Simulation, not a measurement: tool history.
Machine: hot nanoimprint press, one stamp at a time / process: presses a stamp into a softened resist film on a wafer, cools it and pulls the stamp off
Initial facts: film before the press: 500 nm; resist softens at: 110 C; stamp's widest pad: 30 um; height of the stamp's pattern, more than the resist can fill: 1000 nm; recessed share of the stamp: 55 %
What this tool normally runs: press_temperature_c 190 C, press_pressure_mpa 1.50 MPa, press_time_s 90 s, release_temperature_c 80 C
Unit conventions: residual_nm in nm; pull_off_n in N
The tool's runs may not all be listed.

{"run": 1, "day": 0.0, "press_temperature_c": 190, "press_pressure_mpa": 1.5, "press_time_s": 90, "release_temperature_c": 80, "residual_nm": 280.0, "pull_off_n": 231}
{"run": 2, "day": 0.442, "press_temperature_c": 200, "press_pressure_mpa": 1.5, "press_time_s": 90, "release_temperature_c": 80, "residual_nm": 227.7, "pull_off_n": 235}
{"run": 3, "day": 1.183, "press_temperature_c": 200, "press_pressure_mpa": 1.5, "press_time_s": 90, "release_temperature_c": 80, "residual_nm": 225.0, "pull_off_n": 243}
{"run": 4, "day": 1.821, "press_temperature_c": 190, "press_pressure_mpa": 1.48, "press_time_s": 90, "release_temperature_c": 80, "residual_nm": 285.8, "pull_off_n": 234}
{"run": 5, "day": 2.479, "press_temperature_c": 190, "press_pressure_mpa": 1.48, "press_time_s": 90, "release_temperature_c": 80, "residual_nm": 288.7, "pull_off_n": 241}
{"run": 6, "day": 3.133, "press_temperature_c": 190, "press_pressure_mpa": 1.5, "press_time_s": 90, "release_temperature_c": 80, "residual_nm": 287.3, "pull_off_n": 251}
{"run": 7, "day": 3.975, "press_temperature_c": 190, "press_pressure_mpa": 1.5, "press_time_s": 90, "release_temperature_c": 80, "residual_nm": 281.3, "pull_off_n": 257}
{"day": 4.621, "done": "stamp cleaned and given a new release coat"}
{"run": 8, "day": 4.833, "press_temperature_c": 192, "press_pressure_mpa": 1.5, "press_time_s": 90, "release_temperature_c": 80, "residual_nm": 273.6, "pull_off_n": 204}
{"run": 9, "day": 5.217, "press_temperature_c": 190, "press_pressure_mpa": 1.5, "press_time_s": 90, "release_temperature_c": 80, "residual_nm": 288.1, "pull_off_n": 217}
{"run": 10, "day": 5.775, "press_temperature_c": 190, "press_pressure_mpa": 1.5, "press_time_s": 90, "release_temperature_c": 80, "residual_nm": 285.4, "pull_off_n": 196}
{"run": 11, "day": 6.383, "press_temperature_c": 190, "press_pressure_mpa": 1.5, "press_time_s": 90, "release_temperature_c": 80, "residual_nm": 285.9, "pull_off_n": 207}
{"run": 12, "day": 6.938, "press_temperature_c": 190, "press_pressure_mpa": 1.5, "press_time_s": 118, "release_temperature_c": 80, "residual_nm": 263.7, "pull_off_n": 214}
{"run": 13, "day": 7.292, "press_temperature_c": 190, "press_pressure_mpa": 1.5, "press_time_s": 90, "release_temperature_c": 80, "residual_nm": 287.8, "pull_off_n": 219}
{"run": 14, "day": 7.917, "press_temperature_c": 196, "press_pressure_mpa": 1.5, "press_time_s": 90, "release_temperature_c": 80, "residual_nm": 250.2, "pull_off_n": 211}
{"run": 15, "day": 8.775, "press_temperature_c": 198, "press_pressure_mpa": 2.15, "press_time_s": 57, "release_temperature_c": 75, "residual_nm": 238.1, "pull_off_n": 227}
{"day": 9.088, "done": "plate thermocouple calibrated"}
{"run": 16, "day": 9.571, "press_temperature_c": 198, "press_pressure_mpa": 1.49, "press_time_s": 70, "release_temperature_c": 75, "residual_nm": 252.7, "pull_off_n": 226}
{"run": 17, "day": 10.396, "press_temperature_c": 184, "press_pressure_mpa": 1.94, "press_time_s": 164, "release_temperature_c": 69, "residual_nm": 231.9, "pull_off_n": 241}
{"run": 18, "day": 10.775, "press_temperature_c": 188, "press_pressure_mpa": 1.5, "press_time_s": 90, "release_temperature_c": 80, "residual_nm": 289.8, "pull_off_n": 220}
{"run": 19, "day": 11.25, "press_temperature_c": 189, "press_pressure_mpa": 1.5, "press_time_s": 90, "release_temperature_c": 80, "residual_nm": 281.5, "pull_off_n": 227}

Run 20 has not been measured yet. What should we expect?
{"run": 20, "day": 11.771, "press_temperature_c": 186, "press_pressure_mpa": 1.17, "press_time_s": 90, "release_temperature_c": 67, "residual_nm": "?", "pull_off_n": "?"}

Run 20 measured residual_nm 330.3 nm, pull_off_n 240 N.
Take away the tool's hidden state, keep the run-to-run variation as it was, and the same run would have given residual_nm 324.4 nm, pull_off_n 209 N.

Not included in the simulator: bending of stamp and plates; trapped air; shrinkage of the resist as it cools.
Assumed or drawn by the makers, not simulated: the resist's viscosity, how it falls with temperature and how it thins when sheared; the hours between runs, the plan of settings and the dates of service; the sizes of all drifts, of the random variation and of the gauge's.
